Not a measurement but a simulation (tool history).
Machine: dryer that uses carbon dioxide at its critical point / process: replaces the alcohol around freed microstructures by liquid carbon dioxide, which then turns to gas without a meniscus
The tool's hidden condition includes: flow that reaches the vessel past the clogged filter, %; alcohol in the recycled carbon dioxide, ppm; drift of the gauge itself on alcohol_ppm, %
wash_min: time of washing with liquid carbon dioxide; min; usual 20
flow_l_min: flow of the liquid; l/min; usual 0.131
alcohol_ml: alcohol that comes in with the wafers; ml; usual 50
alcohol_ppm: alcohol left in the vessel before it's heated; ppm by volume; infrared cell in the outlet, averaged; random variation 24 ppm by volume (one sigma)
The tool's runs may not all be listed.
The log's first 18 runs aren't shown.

run   hour  wash_min  flow_l_min  alcohol_ml  hours of work since the filter was changed  hours of work since the purifier's bed was changed  alcohol_ppm
 19  371.5        20       0.131          50                                          56                                                 354         1934
 20  385.4        20       0.131          50                                          67                                                 365         1998
 21  414.2        20       0.131          50                                          90                                                 388         2204
 22  442.1        20       0.131          50                                         113                                                 410         2313
 23  461.7        20       0.131          50                                         128                                                 426         2375
 24  480.6        23       0.131          50                                         143                                                 441         1492
 25  509.8        23       0.131          50                                         167                                                 464         1558
 26  527.6        23       0.087          70                                         181                                                 479         9259
 27  550.6        15       0.088          47                                         199                                                 497        16217
 28  571.0        26       0.170         102                                         216                                                 513          659
 29  599.7        26       0.122          32                                         239                                                 536         1153
     603.5  -- inlet filter changed
 30  616.5        18       0.196          23                                          10                                                 549          338
 31  631.1        22       0.143          97                                          22                                                 561         1613
 32  647.3        22       0.143          97                                          35                                                 574         1678
 33  661.1        22       0.143          97                                          46                                                 585         1735
 34  683.5        22       0.143         102                                          64                                                 603         1918
 35  702.8        13       0.146          71                                          79                                                 618         8420
 36  733.1        17       0.092          21                                         104                                                 642         4608

What does the tool deliver on the next run?
 37  748.6        16       0.115          70                                         116                                                 655            ?

Run 37 gave alcohol_ppm 9928 ppm by volume.
With no hidden state in the tool, this same run would have given alcohol_ppm 7540 ppm by volume.

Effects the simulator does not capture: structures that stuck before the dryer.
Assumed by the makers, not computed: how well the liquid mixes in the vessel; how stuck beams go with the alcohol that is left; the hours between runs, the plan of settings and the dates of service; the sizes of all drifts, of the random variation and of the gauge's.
